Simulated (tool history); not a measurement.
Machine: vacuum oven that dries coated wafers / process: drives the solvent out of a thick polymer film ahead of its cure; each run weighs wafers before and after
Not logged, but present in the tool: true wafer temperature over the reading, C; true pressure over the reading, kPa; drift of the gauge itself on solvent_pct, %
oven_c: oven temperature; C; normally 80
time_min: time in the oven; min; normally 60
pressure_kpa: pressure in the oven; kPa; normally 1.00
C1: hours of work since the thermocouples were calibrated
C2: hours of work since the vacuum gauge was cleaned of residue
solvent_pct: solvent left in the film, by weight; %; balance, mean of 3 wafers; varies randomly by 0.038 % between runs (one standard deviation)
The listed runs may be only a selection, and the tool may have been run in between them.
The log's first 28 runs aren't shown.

{"run": 29, "day": 35.579, "oven_c": 73, "time_min": 41, "pressure_kpa": 0.75, "C1": 309, "C2": 931, "solvent_pct": 10.01}
{"run": 30, "day": 37.262, "oven_c": 71, "time_min": 60, "pressure_kpa": 0.51, "C1": 326, "C2": 948, "solvent_pct": 8.61}
{"run": 31, "day": 38.583, "oven_c": 75, "time_min": 96, "pressure_kpa": 0.51, "C1": 340, "C2": 961, "solvent_pct": 4.05}
{"run": 32, "day": 39.625, "oven_c": 75, "time_min": 96, "pressure_kpa": 0.51, "C1": 350, "C2": 972, "solvent_pct": 4.1}
{"run": 33, "day": 40.35, "oven_c": 75, "time_min": 96, "pressure_kpa": 0.51, "C1": 358, "C2": 979, "solvent_pct": 3.93}
{"run": 34, "day": 41.762, "oven_c": 80, "time_min": 68, "pressure_kpa": 1.0, "C1": 372, "C2": 993, "solvent_pct": 3.98}
{"run": 35, "day": 43.0, "oven_c": 80, "time_min": 68, "pressure_kpa": 1.0, "C1": 384, "C2": 1006, "solvent_pct": 4.04}
{"run": 36, "day": 44.558, "oven_c": 75, "time_min": 47, "pressure_kpa": 1.0, "C1": 400, "C2": 1021, "solvent_pct": 8.52}
{"run": 37, "day": 45.779, "oven_c": 82, "time_min": 85, "pressure_kpa": 2.26, "C1": 412, "C2": 1034, "solvent_pct": 2.43}
{"run": 38, "day": 46.867, "oven_c": 89, "time_min": 49, "pressure_kpa": 2.49, "C1": 423, "C2": 1045, "solvent_pct": 2.72}
{"run": 39, "day": 48.383, "oven_c": 89, "time_min": 49, "pressure_kpa": 2.49, "C1": 439, "C2": 1060, "solvent_pct": 2.7}
{"run": 40, "day": 49.642, "oven_c": 68, "time_min": 30, "pressure_kpa": 1.0, "C1": 451, "C2": 1073, "solvent_pct": 13.58}
{"run": 41, "day": 50.483, "oven_c": 68, "time_min": 30, "pressure_kpa": 1.0, "C1": 460, "C2": 1081, "solvent_pct": 13.51}
{"run": 42, "day": 51.871, "oven_c": 68, "time_min": 30, "pressure_kpa": 1.0, "C1": 474, "C2": 1095, "solvent_pct": 13.61}
{"run": 43, "day": 52.65, "oven_c": 77, "time_min": 95, "pressure_kpa": 1.8, "C1": 482, "C2": 1103, "solvent_pct": 3.68}
{"run": 44, "day": 54.35, "oven_c": 70, "time_min": 70, "pressure_kpa": 0.94, "C1": 499, "C2": 1120, "solvent_pct": 8.36}
{"run": 45, "day": 55.467, "oven_c": 70, "time_min": 33, "pressure_kpa": 2.23, "C1": 510, "C2": 1132, "solvent_pct": 12.71}
{"run": 46, "day": 57.121, "oven_c": 70, "time_min": 33, "pressure_kpa": 2.23, "C1": 527, "C2": 1148, "solvent_pct": 12.68}

Below are 3 alternative next runs, each starting from the tool's condition after run 46. Predict each:
{"run": "A", "day": 58.579, "oven_c": 70, "time_min": 60, "pressure_kpa": 2.13, "C1": 542, "C2": 1163, "solvent_pct": "?"}
{"run": "B", "day": 58.579, "oven_c": 67, "time_min": 33, "pressure_kpa": 2.23, "C1": 542, "C2": 1163, "solvent_pct": "?"}
{"run": "C", "day": 58.579, "oven_c": 67, "time_min": 33, "pressure_kpa": 2.23, "C1": 542, "C2": 1163, "solvent_pct": "?"}

run=A solvent_pct=9.83
run=B solvent_pct=13.69
run=C solvent_pct=13.69
Without the tool's hidden state the same runs would have given:
run=A solvent_pct=9.28
run=B solvent_pct=13.31
run=C solvent_pct=13.31

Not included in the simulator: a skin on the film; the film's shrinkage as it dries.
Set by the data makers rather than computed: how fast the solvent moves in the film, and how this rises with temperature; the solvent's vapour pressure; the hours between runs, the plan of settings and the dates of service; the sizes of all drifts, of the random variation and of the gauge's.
